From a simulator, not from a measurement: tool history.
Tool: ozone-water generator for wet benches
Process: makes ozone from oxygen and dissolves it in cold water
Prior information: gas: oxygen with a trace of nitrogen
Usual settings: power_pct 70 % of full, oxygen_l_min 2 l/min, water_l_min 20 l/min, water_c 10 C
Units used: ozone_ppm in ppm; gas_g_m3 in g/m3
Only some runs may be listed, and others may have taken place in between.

run	hour	power_pct	oxygen_l_min	water_l_min	water_c	ozone_ppm	gas_g_m3
1	0	70	2	20	10	8.5	157.8
2	80.4	70	2	20	8	8.8	158
3	155	70	2	20	8	8.7	157.8
4	216	70	2	20	10	8.6	156.3
5	281.8	70	2	20	10	8.7	157.9
6	361.1	70	2	20	10	8.4	158.2
7	434.2	70	2	20	10	8.4	156.2
8	519.1	70	2	20	10	8.5	156.1
9	570.6	70	1.26	32	7	4.4	196
10	610	70	2	20	7	8.3	155.3
11	654.9	70	2	27	9	6.3	153.7
12	727.5	70	1.28	20	6	7.4	194.2
13	807.2	75	2	18	6	9.9	161.5

Here are 4 independent what-if runs from the current tool condition. What would each one return?
A	844.1	78	1.34	20	7	?	?
B	844.1	86	1.98	18	14	?	?
C	844.1	75	2	18	5	?	?
D	844.1	70	1.29	20	10	?	?

run	ozone_ppm	gas_g_m3
A	7.8	201.5
B	10.2	178.2
C	10	161.8
D	7.4	191.9
Stripped of hidden state, with their random variation kept, the same runs would have yielded:
run	ozone_ppm	gas_g_m3
A	8.6	220.3
B	11.4	195.8
C	11.1	176.5
D	8.1	208.6

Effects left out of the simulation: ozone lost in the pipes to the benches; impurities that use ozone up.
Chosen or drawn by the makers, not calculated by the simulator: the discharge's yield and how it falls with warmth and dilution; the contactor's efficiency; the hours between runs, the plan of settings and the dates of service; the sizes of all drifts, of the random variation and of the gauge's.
